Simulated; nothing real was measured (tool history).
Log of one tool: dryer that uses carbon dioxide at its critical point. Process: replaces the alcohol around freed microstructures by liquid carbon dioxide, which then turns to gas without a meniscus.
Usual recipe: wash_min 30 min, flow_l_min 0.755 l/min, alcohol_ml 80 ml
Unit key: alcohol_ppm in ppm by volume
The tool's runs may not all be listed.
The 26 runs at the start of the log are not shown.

run	day	wash_min	flow_l_min	alcohol_ml	alcohol_ppm
27	16.662	41	0.697	46	83
28	17.496	30	1.148	80	74
29	18.279	40	0.570	80	182
30	18.671	42	0.755	44	77
31	19.233	33	0.684	39	122
32	19.829	22	0.728	80	589
33	20.679	22	0.728	80	598
34	21.254	22	0.728	80	596
35	21.783	31	0.639	118	425
36	22.612	30	1.167	45	78
37	23.342	30	0.755	51	148
38	24.146	42	0.755	112	96
39	24.579	42	0.755	112	103

Below are 3 alternative next runs, each starting from the tool's condition after run 39. Predict each:
A	25.500	42	0.755	96	?
B	25.500	25	0.792	47	?
C	25.500	30	0.808	57	?

run	alcohol_ppm
A	87
B	224
C	150
With no hidden state in the tool, these same runs would have given:
run	alcohol_ppm
A	9
B	120
C	62
